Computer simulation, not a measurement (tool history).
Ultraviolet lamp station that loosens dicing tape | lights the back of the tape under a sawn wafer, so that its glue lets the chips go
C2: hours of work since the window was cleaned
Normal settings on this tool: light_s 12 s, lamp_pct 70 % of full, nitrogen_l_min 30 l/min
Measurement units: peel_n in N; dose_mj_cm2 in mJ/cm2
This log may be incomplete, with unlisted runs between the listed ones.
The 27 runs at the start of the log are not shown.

{"run": 28, "hour": 1119.3, "light_s": 16, "lamp_pct": 93, "nitrogen_l_min": 32, "hours of work of the lamp": 1446, "C2": 385, "peel_n": 0.27, "dose_mj_cm2": 578}
{"run": 29, "hour": 1147.8, "light_s": 12, "lamp_pct": 70, "nitrogen_l_min": 29, "hours of work of the lamp": 1461, "C2": 400, "peel_n": 0.889, "dose_mj_cm2": 324}
{"run": 30, "hour": 1194.0, "light_s": 12, "lamp_pct": 70, "nitrogen_l_min": 29, "hours of work of the lamp": 1486, "C2": 425, "peel_n": 0.896, "dose_mj_cm2": 315}
{"run": 31, "hour": 1246.8, "light_s": 8, "lamp_pct": 70, "nitrogen_l_min": 20, "hours of work of the lamp": 1514, "C2": 454, "peel_n": 1.936, "dose_mj_cm2": 210}
{"run": 32, "hour": 1277.5, "light_s": 13, "lamp_pct": 73, "nitrogen_l_min": 11, "hours of work of the lamp": 1531, "C2": 470, "peel_n": 1.047, "dose_mj_cm2": 352}
{"run": 33, "hour": 1332.8, "light_s": 13, "lamp_pct": 99, "nitrogen_l_min": 24, "hours of work of the lamp": 1561, "C2": 500, "peel_n": 0.451, "dose_mj_cm2": 469}
{"run": 34, "hour": 1363.6, "light_s": 15, "lamp_pct": 98, "nitrogen_l_min": 46, "hours of work of the lamp": 1577, "C2": 517, "peel_n": 0.271, "dose_mj_cm2": 529}
{"hour": 1382.6, "done": "window cleaned of glue's vapour"}
{"run": 35, "hour": 1421.2, "light_s": 21, "lamp_pct": 98, "nitrogen_l_min": 11, "hours of work of the lamp": 1608, "C2": 21, "peel_n": 0.244, "dose_mj_cm2": 778}

Each row is a separate what-if for the run after 35, all from the same tool condition, not one after another. Results?
{"run": "A", "hour": 1464.0, "light_s": 11, "lamp_pct": 77, "nitrogen_l_min": 54, "hours of work of the lamp": 1631, "C2": 44, "peel_n": "?", "dose_mj_cm2": "?"}
{"run": "B", "hour": 1464.0, "light_s": 12, "lamp_pct": 74, "nitrogen_l_min": 32, "hours of work of the lamp": 1631, "C2": 44, "peel_n": "?", "dose_mj_cm2": "?"}
{"run": "C", "hour": 1464.0, "light_s": 12, "lamp_pct": 70, "nitrogen_l_min": 31, "hours of work of the lamp": 1631, "C2": 44, "peel_n": "?", "dose_mj_cm2": "?"}
{"run": "D", "hour": 1464.0, "light_s": 7, "lamp_pct": 98, "nitrogen_l_min": 48, "hours of work of the lamp": 1631, "C2": 44, "peel_n": "?", "dose_mj_cm2": "?"}
{"run": "E", "hour": 1464.0, "light_s": 12, "lamp_pct": 70, "nitrogen_l_min": 26, "hours of work of the lamp": 1631, "C2": 44, "peel_n": "?", "dose_mj_cm2": "?"}

run=A peel_n=0.711 dose_mj_cm2=314
run=B peel_n=0.75 dose_mj_cm2=335
run=C peel_n=0.877 dose_mj_cm2=314
run=D peel_n=1.111 dose_mj_cm2=256
run=E peel_n=0.935 dose_mj_cm2=316
The same runs, with their run-to-run variation unchanged, on a tool lacking any hidden condition would have given:
run=A peel_n=0.269 dose_mj_cm2=514
run=B peel_n=0.28 dose_mj_cm2=548
run=C peel_n=0.325 dose_mj_cm2=512
run=D peel_n=0.427 dose_mj_cm2=419
run=E peel_n=0.354 dose_mj_cm2=516
